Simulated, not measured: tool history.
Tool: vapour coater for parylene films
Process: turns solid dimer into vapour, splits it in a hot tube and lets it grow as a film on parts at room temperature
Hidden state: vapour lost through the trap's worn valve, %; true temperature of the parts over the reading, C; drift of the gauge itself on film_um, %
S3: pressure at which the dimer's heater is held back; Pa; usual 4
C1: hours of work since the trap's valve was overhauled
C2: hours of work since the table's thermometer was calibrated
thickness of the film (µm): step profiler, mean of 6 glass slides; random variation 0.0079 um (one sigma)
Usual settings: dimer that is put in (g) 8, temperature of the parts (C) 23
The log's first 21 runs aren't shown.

run 22 hour=618.4 | dimer_that_is_put_in_(g)=4 temperature_of_the_parts_(C)=23 S3=4 | C1=380 C2=1073 | thickness_of_the_film_(µm)=1.205
run 23 hour=659.4 | dimer_that_is_put_in_(g)=8 temperature_of_the_parts_(C)=23 S3=4 | C1=416 C2=1109 | thickness_of_the_film_(µm)=2.37
run 24 hour=701.9 | dimer_that_is_put_in_(g)=4 temperature_of_the_parts_(C)=23 S3=4.32 | C1=454 C2=1146 | thickness_of_the_film_(µm)=1.177
run 25 hour=748.3 | dimer_that_is_put_in_(g)=11 temperature_of_the_parts_(C)=23 S3=5.95 | C1=495 C2=1187 | thickness_of_the_film_(µm)=3.139
run 26 hour=782 | dimer_that_is_put_in_(g)=11 temperature_of_the_parts_(C)=23 S3=5.95 | C1=524 C2=1216 | thickness_of_the_film_(µm)=3.129
run 27 hour=826.1 | dimer_that_is_put_in_(g)=11 temperature_of_the_parts_(C)=34 S3=8.13 | C1=563 C2=1255 | thickness_of_the_film_(µm)=2.195
run 28 hour=860.4 | dimer_that_is_put_in_(g)=9 temperature_of_the_parts_(C)=17 S3=3.39 | C1=593 C2=1285 | thickness_of_the_film_(µm)=3.181
run 29 hour=880.7 | dimer_that_is_put_in_(g)=9 temperature_of_the_parts_(C)=23 S3=3.97 | C1=611 C2=1303 | thickness_of_the_film_(µm)=2.619
run 30 hour=912.2 | dimer_that_is_put_in_(g)=10 temperature_of_the_parts_(C)=21 S3=4.2 | C1=638 C2=1331 | thickness_of_the_film_(µm)=3.048
run 31 hour=941.9 | dimer_that_is_put_in_(g)=4 temperature_of_the_parts_(C)=23 S3=4 | C1=665 C2=1357 | thickness_of_the_film_(µm)=1.169
-- hour=978.8 trap's valve overhauled
run 32 hour=992.1 | dimer_that_is_put_in_(g)=8 temperature_of_the_parts_(C)=29 S3=6.23 | C1=12 C2=1397 | thickness_of_the_film_(µm)=2.029
run 33 hour=1010.9 | dimer_that_is_put_in_(g)=6 temperature_of_the_parts_(C)=15 S3=4 | C1=28 C2=1414 | thickness_of_the_film_(µm)=2.371
-- hour=1014.7 table's thermometer calibrated
run 34 hour=1043.9 | dimer_that_is_put_in_(g)=10 temperature_of_the_parts_(C)=31 S3=9.27 | C1=56 C2=26 | thickness_of_the_film_(µm)=2.235
run 35 hour=1069.7 | dimer_that_is_put_in_(g)=10 temperature_of_the_parts_(C)=31 S3=9.27 | C1=79 C2=48 | thickness_of_the_film_(µm)=2.247
run 36 hour=1110.8 | dimer_that_is_put_in_(g)=3 temperature_of_the_parts_(C)=24 S3=4.77 | C1=115 C2=84 | thickness_of_the_film_(µm)=0.868
run 37 hour=1150.2 | dimer_that_is_put_in_(g)=3 temperature_of_the_parts_(C)=24 S3=4.77 | C1=150 C2=119 | thickness_of_the_film_(µm)=0.865
run 38 hour=1173.7 | dimer_that_is_put_in_(g)=12 temperature_of_the_parts_(C)=30 S3=5.02 | C1=170 C2=140 | thickness_of_the_film_(µm)=2.879
run 39 hour=1214.7 | dimer_that_is_put_in_(g)=8 temperature_of_the_parts_(C)=25 S3=4.12 | C1=206 C2=176 | thickness_of_the_film_(µm)=2.231
run 40 hour=1243.3 | dimer_that_is_put_in_(g)=10 temperature_of_the_parts_(C)=23 S3=11.1 | C1=231 C2=201 | thickness_of_the_film_(µm)=2.738
run 41 hour=1282.6 | dimer_that_is_put_in_(g)=10 temperature_of_the_parts_(C)=23 S3=11.1 | C1=266 C2=235 | thickness_of_the_film_(µm)=2.74
run 42 hour=1327.8 | dimer_that_is_put_in_(g)=10 temperature_of_the_parts_(C)=23 S3=11.1 | C1=306 C2=275 | thickness_of_the_film_(µm)=2.733
run 43 hour=1352 | dimer_that_is_put_in_(g)=10 temperature_of_the_parts_(C)=23 S3=11.1 | C1=327 C2=296 | thickness_of_the_film_(µm)=2.711
run 44 hour=1397.4 | dimer_that_is_put_in_(g)=6 temperature_of_the_parts_(C)=18 S3=11 | C1=367 C2=336 | thickness_of_the_film_(µm)=1.885
run 45 hour=1430 | dimer_that_is_put_in_(g)=8 temperature_of_the_parts_(C)=20 S3=2.54 | C1=395 C2=365 | thickness_of_the_film_(µm)=2.666
run 46 hour=1464.4 | dimer_that_is_put_in_(g)=6 temperature_of_the_parts_(C)=30 S3=4 | C1=425 C2=395 | thickness_of_the_film_(µm)=1.435

Forecast each of these 4 alternatives for the next run:
run A hour=1485.5 | dimer_that_is_put_in_(g)=8 temperature_of_the_parts_(C)=33 S3=4 | C1=444 C2=413 | thickness_of_the_film_(µm)=?
run B hour=1485.5 | dimer_that_is_put_in_(g)=8 temperature_of_the_parts_(C)=31 S3=5.43 | C1=444 C2=413 | thickness_of_the_film_(µm)=?
run C hour=1485.5 | dimer_that_is_put_in_(g)=5 temperature_of_the_parts_(C)=26 S3=5.92 | C1=444 C2=413 | thickness_of_the_film_(µm)=?
run D hour=1485.5 | dimer_that_is_put_in_(g)=6 temperature_of_the_parts_(C)=27 S3=4 | C1=444 C2=413 | thickness_of_the_film_(µm)=?

run=A thickness_of_the_film_(µm)=1.762
run=B thickness_of_the_film_(µm)=1.804
run=C thickness_of_the_film_(µm)=1.301
run=D thickness_of_the_film_(µm)=1.566
Without the tool's hidden state the same runs would have given:
run=A thickness_of_the_film_(µm)=1.837
run=B thickness_of_the_film_(µm)=1.881
run=C thickness_of_the_film_(µm)=1.357
run=D thickness_of_the_film_(µm)=1.634
